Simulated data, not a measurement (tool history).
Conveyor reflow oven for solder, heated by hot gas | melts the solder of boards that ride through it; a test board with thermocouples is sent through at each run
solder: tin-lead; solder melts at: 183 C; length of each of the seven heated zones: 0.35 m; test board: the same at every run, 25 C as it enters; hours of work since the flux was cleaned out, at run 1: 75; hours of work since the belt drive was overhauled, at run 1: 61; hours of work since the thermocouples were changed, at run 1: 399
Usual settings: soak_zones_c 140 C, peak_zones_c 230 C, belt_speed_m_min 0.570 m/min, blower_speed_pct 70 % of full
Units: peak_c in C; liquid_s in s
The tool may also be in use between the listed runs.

run,hour,soak_zones_c,peak_zones_c,belt_speed_m_min,blower_speed_pct,hours of work since the flux was cleaned out,hours of work since the belt drive was overhauled,hours of work since the thermocouples were changed,peak_c,liquid_s
1,0.0,140,230,0.570,70,75,61,399,216.3,55.5
2,12.8,140,230,0.649,70,81,67,405,212.3,45.0
3,23.9,140,230,0.649,63,86,71,409,209.8,42.6
4,37.5,140,230,0.527,70,92,77,415,218.1,62.1
5,54.4,140,230,0.527,70,99,85,423,218.4,62.2
6,68.0,140,230,0.527,70,105,91,429,218.3,62.2
7,90.9,140,230,0.534,70,116,101,439,217.8,60.7
8,113.4,140,230,0.534,70,126,111,449,217.8,60.8
9,127.1,140,230,0.570,70,132,117,455,216.0,55.1
10,137.2,140,230,0.570,70,136,122,460,215.9,55.3
11,159.4,140,241,0.570,70,146,131,469,225.4,61.5
12,174.1,140,230,0.570,66,152,138,476,214.7,53.9
13,191.8,140,233,0.570,70,160,146,484,218.5,57.0
14,205.6,140,233,0.570,70,166,152,490,218.3,57.1
15,227.7,140,233,0.570,70,176,162,500,218.2,56.7
16,238.6,145,243,0.504,70,181,166,504,231.4,75.7
17,249.8,140,230,0.579,51,186,171,509,208.6,46.2
# hour 254.8: belt drive overhauled, speed set with a stopwatch
18,269.7,144,226,0.579,51,193,7,516,206.3,45.1
19,280.1,129,226,0.579,54,197,11,521,203.8,38.2
20,293.8,129,226,0.579,54,204,17,527,203.9,37.9
21,313.2,140,236,0.651,55,212,26,536,210.2,42.3
# hour 332.3: belt drive overhauled, speed set with a stopwatch, once more
22,333.2,140,219,0.669,77,219,0,543,203.0,35.6
23,351.2,140,219,0.669,77,227,8,551,202.9,35.4
24,364.3,140,219,0.636,70,233,14,557,202.6,36.9
25,376.0,140,219,0.636,70,238,19,562,202.5,36.7

Forecast each of these 5 alternatives for the next run:
A,389.0,153,219,0.486,63,244,25,567,?,?
B,389.0,140,219,0.515,70,244,25,567,?,?
C,389.0,140,219,0.613,70,244,25,567,?,?
D,389.0,140,233,0.526,51,244,25,567,?,?
E,389.0,129,219,0.581,75,244,25,567,?,?

run,peak_c,liquid_s
A,210.4,66.4
B,208.5,54.9
C,203.6,39.6
D,214.0,57.2
E,204.4,40.2
Without the tool's hidden state the same runs would have given:
run,peak_c,liquid_s
A,210.7,67.4
B,209.2,56.6
C,204.9,41.8
D,214.8,58.3
E,205.8,42.7
